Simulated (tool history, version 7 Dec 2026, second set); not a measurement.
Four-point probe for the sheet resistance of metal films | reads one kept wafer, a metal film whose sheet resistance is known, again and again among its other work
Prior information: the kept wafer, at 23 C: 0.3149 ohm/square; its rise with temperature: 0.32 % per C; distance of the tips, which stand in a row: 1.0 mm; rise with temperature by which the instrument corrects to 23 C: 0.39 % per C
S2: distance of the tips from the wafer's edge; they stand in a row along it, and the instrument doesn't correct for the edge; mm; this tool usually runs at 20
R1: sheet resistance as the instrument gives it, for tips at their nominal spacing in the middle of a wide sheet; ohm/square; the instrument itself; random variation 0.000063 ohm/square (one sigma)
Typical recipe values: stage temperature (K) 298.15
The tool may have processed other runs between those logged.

{"run": 1, "hour": 0.0, "stage temperature (K)": 298.15, "S2": 20, "R1": 0.313758}
{"run": 2, "hour": 12.7, "stage temperature (K)": 298.15, "S2": 20, "R1": 0.313632}
{"run": 3, "hour": 20.6, "stage temperature (K)": 298.15, "S2": 20, "R1": 0.313647}
{"run": 4, "hour": 32.7, "stage temperature (K)": 298.15, "S2": 20, "R1": 0.313619}
{"run": 5, "hour": 46.2, "stage temperature (K)": 298.15, "S2": 20, "R1": 0.313649}
{"run": 6, "hour": 55.8, "stage temperature (K)": 298.15, "S2": 20, "R1": 0.313758}
{"run": 7, "hour": 64.1, "stage temperature (K)": 298.15, "S2": 20, "R1": 0.313517}
{"run": 8, "hour": 78.2, "stage temperature (K)": 298.15, "S2": 20, "R1": 0.313789}
{"run": 9, "hour": 91.6, "stage temperature (K)": 298.15, "S2": 20, "R1": 0.313682}
{"run": 10, "hour": 103.3, "stage temperature (K)": 298.15, "S2": 20, "R1": 0.313647}
{"run": 11, "hour": 114.7, "stage temperature (K)": 298.15, "S2": 51, "R1": 0.313284}
{"run": 12, "hour": 127.5, "stage temperature (K)": 297.15, "S2": 20, "R1": 0.31395}
{"run": 13, "hour": 139.1, "stage temperature (K)": 297.15, "S2": 20, "R1": 0.313929}
{"run": 14, "hour": 146.1, "stage temperature (K)": 298.15, "S2": 20, "R1": 0.313833}
{"run": 15, "hour": 156.2, "stage temperature (K)": 298.15, "S2": 20, "R1": 0.313806}
{"run": 16, "hour": 171.0, "stage temperature (K)": 298.15, "S2": 20, "R1": 0.313699}
{"run": 17, "hour": 183.5, "stage temperature (K)": 298.15, "S2": 20, "R1": 0.313764}
{"run": 18, "hour": 195.1, "stage temperature (K)": 297.15, "S2": 20, "R1": 0.313999}
{"run": 19, "hour": 201.2, "stage temperature (K)": 297.15, "S2": 20, "R1": 0.314055}
{"run": 20, "hour": 207.7, "stage temperature (K)": 297.15, "S2": 20, "R1": 0.314044}
{"run": 21, "hour": 222.7, "stage temperature (K)": 297.15, "S2": 20, "R1": 0.313928}
{"run": 22, "hour": 234.1, "stage temperature (K)": 298.15, "S2": 20, "R1": 0.31379}
{"run": 23, "hour": 244.3, "stage temperature (K)": 298.15, "S2": 20, "R1": 0.313861}
{"run": 24, "hour": 259.2, "stage temperature (K)": 292.15, "S2": 72, "R1": 0.314769}
{"run": 25, "hour": 274.3, "stage temperature (K)": 292.15, "S2": 48, "R1": 0.314692}
{"run": 26, "hour": 282.3, "stage temperature (K)": 301.15, "S2": 6, "R1": 0.317492}
{"run": 27, "hour": 289.6, "stage temperature (K)": 306.15, "S2": 20, "R1": 0.312473}
{"run": 28, "hour": 296.8, "stage temperature (K)": 305.15, "S2": 5, "R1": 0.318813}
{"run": 29, "hour": 309.3, "stage temperature (K)": 305.15, "S2": 5, "R1": 0.318663}
{"run": 30, "hour": 324.2, "stage temperature (K)": 305.15, "S2": 7, "R1": 0.315299}
{"run": 31, "hour": 334.7, "stage temperature (K)": 293.15, "S2": 7, "R1": 0.317746}
{"run": 32, "hour": 343.8, "stage temperature (K)": 293.15, "S2": 7, "R1": 0.317859}
{"run": 33, "hour": 358.7, "stage temperature (K)": 298.15, "S2": 24, "R1": 0.313606}
{"run": 34, "hour": 372.1, "stage temperature (K)": 304.15, "S2": 7, "R1": 0.315648}
{"run": 35, "hour": 378.4, "stage temperature (K)": 295.15, "S2": 5, "R1": 0.320695}
{"run": 36, "hour": 389.9, "stage temperature (K)": 295.15, "S2": 5, "R1": 0.320688}
{"run": 37, "hour": 401.6, "stage temperature (K)": 296.15, "S2": 7, "R1": 0.317352}
{"run": 38, "hour": 410.9, "stage temperature (K)": 300.15, "S2": 37, "R1": 0.313209}
{"run": 39, "hour": 421.5, "stage temperature (K)": 300.15, "S2": 37, "R1": 0.313071}
{"run": 40, "hour": 433.6, "stage temperature (K)": 303.15, "S2": 3, "R1": 0.329979}
{"run": 41, "hour": 440.6, "stage temperature (K)": 303.15, "S2": 12, "R1": 0.313541}
{"run": 42, "hour": 452.0, "stage temperature (K)": 298.15, "S2": 35, "R1": 0.31342}
{"run": 43, "hour": 466.4, "stage temperature (K)": 298.15, "S2": 14, "R1": 0.314287}
{"run": 44, "hour": 473.8, "stage temperature (K)": 304.15, "S2": 37, "R1": 0.31239}
{"run": 45, "hour": 480.5, "stage temperature (K)": 304.15, "S2": 37, "R1": 0.312395}

The log once held 2 entries between its listed runs, left out of this copy. Where does each go, and what is different about the tool's unlogged condition between the listed run before it and the listed run after it?
Logged between run 23 and run 24: stage's thermometer calibrated (hour 246)
  inner tips' distance over the nominal, %: -0.362 -> -0.359; wafer's true temperature over the reading, C: 0.14 -> 0.23
  what was measured, less what the result would be without the hidden state, R1: -0.001087 -> -0.000991 ohm/square
Logged between run 29 and run 30: stage's thermometer calibrated, once more (hour 318.2)
  inner tips' distance over the nominal, %: -0.35 -> -0.348; wafer's true temperature over the reading, C: 0.24 -> 0.02
  what was measured, less what the result would be without the hidden state, R1: -0.00097 -> -0.001173 ohm/square
